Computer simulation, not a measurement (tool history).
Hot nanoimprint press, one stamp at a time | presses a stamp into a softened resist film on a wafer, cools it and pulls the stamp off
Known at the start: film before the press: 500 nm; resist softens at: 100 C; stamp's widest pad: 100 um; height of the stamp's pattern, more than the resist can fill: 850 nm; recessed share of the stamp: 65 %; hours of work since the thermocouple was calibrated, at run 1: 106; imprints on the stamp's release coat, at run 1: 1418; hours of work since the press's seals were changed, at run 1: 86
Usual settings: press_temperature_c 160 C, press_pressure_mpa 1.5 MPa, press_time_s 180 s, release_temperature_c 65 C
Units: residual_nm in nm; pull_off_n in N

| run | hour | press_temperature_c | press_pressure_mpa | press_time_s | release_temperature_c | hours of work since the thermocouple was calibrated | imprints on the stamp's release coat | hours of work since the press's seals were changed | residual_nm | pull_off_n |
|---|---|---|---|---|---|---|---|---|---|---|
| 1 | 0 | 160 | 1.5 | 180 | 65 | 106 | 1418 | 86 | 280.1 | 252 |
| 2 | 22.3 | 160 | 1.5 | 281 | 65 | 122 | 1495 | 102 | 246.2 | 265 |
| 3 | 43.7 | 154 | 1.5 | 180 | 65 | 138 | 1569 | 118 | 326.6 | 269 |
| 4 | 66.3 | 154 | 1.5 | 180 | 65 | 155 | 1646 | 135 | 321.7 | 254 |
|  | 75.2 | stamp cleaned and given a new release coat |
| 5 | 84 | 154 | 1.5 | 180 | 65 | 164 | 30 | 144 | 326.8 | 187 |
| 6 | 98.9 | 154 | 1.5 | 180 | 65 | 175 | 81 | 155 | 324 | 188 |
| 7 | 115.9 | 149 | 0.91 | 142 | 60 | 188 | 140 | 168 | 440.7 | 221 |
| 8 | 126 | 149 | 0.91 | 142 | 60 | 195 | 174 | 175 | 438 | 229 |
| 9 | 146.2 | 157 | 1.24 | 142 | 62 | 210 | 244 | 190 | 349.6 | 209 |
| 10 | 159.5 | 172 | 1.24 | 134 | 71 | 220 | 290 | 200 | 252 | 163 |

Forecast each of these 5 alternatives for the next run:
| A | 169.6 | 153 | 1.24 | 134 | 71 | 228 | 324 | 208 | ? | ? |
| B | 169.6 | 164 | 1.5 | 110 | 66 | 228 | 324 | 208 | ? | ? |
| C | 169.6 | 160 | 1.5 | 284 | 65 | 228 | 324 | 208 | ? | ? |
| D | 169.6 | 172 | 1.24 | 113 | 58 | 228 | 324 | 208 | ? | ? |
| E | 169.6 | 166 | 1.24 | 175 | 71 | 228 | 324 | 208 | ? | ? |

| run | residual_nm | pull_off_n |
|---|---|---|
| A | 379.2 | 170 |
| B | 286.6 | 192 |
| C | 242 | 204 |
| D | 264.5 | 247 |
| E | 267 | 167 |
Without the tool's hidden state the same runs would have given:
| run | residual_nm | pull_off_n |
|---|---|---|
| A | 386.8 | 165 |
| B | 293.4 | 185 |
| C | 248.9 | 196 |
| D | 270.4 | 237 |
| E | 273.7 | 162 |
